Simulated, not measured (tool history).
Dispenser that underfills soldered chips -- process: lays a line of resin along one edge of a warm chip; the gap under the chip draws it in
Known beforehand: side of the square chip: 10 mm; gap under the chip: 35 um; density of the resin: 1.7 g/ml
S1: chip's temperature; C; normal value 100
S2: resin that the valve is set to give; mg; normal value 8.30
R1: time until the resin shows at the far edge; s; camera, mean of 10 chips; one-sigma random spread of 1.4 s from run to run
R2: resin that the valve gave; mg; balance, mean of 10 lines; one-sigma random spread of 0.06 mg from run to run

run   hour   S1     S2     R1     R2
  1    0.0  100   8.30  189.9   7.69
       7.1  -- new syringe of resin
  2   15.1  100   7.46  235.5   6.86
      17.8  -- new syringe of resin
  3   26.6  100   9.60  228.6   8.80
      28.5  -- new syringe of resin
  4   34.1  100   9.47  201.0   8.61
      39.9  -- new syringe of resin
  5   45.8  100   9.47  198.7   8.62
      51.7  -- new syringe of resin
      63.0  -- new syringe of resin
  6   63.7  100   9.47  158.7   8.55
      74.4  -- new syringe of resin
  7   80.4  100   9.47  204.7   8.44
      85.3  -- new syringe of resin
  8   89.5  100   7.39  205.6   6.41
      95.9  -- new syringe of resin
     102.1  -- dispensing valve cleaned and set on the balance
  9  103.9  100   7.39  221.1   7.48
     107.5  -- new syringe of resin
 10  114.7  100   7.39  228.4   7.31
     119.3  -- new syringe of resin
 11  124.1  107   7.92  154.9   7.81
     130.5  -- new syringe of resin
 12  134.8  113  10.73  122.5  10.51
     140.9  -- new syringe of resin
 13  149.8   85   8.62  408.4   8.36
     152.4  -- new syringe of resin
 14  158.6  104   8.67  181.0   8.46
     162.9  -- new syringe of resin
     174.5  -- new syringe of resin
 15  176.4  104   8.67  149.7   8.30
     184.9  -- new syringe of resin
 16  189.6  107   8.69  152.4   8.20

What if the next run were any one of these 3? Each begins from the tool's condition after run 16:
     195.7  -- new syringe of resin
  A  202.5  94  9.30   ?   ?
     195.7  -- new syringe of resin
  B  202.5  95  8.30   ?   ?
     195.7  -- new syringe of resin
  C  202.5  86  8.34   ?   ?

run     R1    R2
  A  269.9  8.77
  B  266.4  7.76
  C  375.4  7.85
With no hidden state in the tool, these same runs would have given:
run     R1    R2
  A  164.1  9.31
  B  161.1  8.25
  C  225.1  8.33
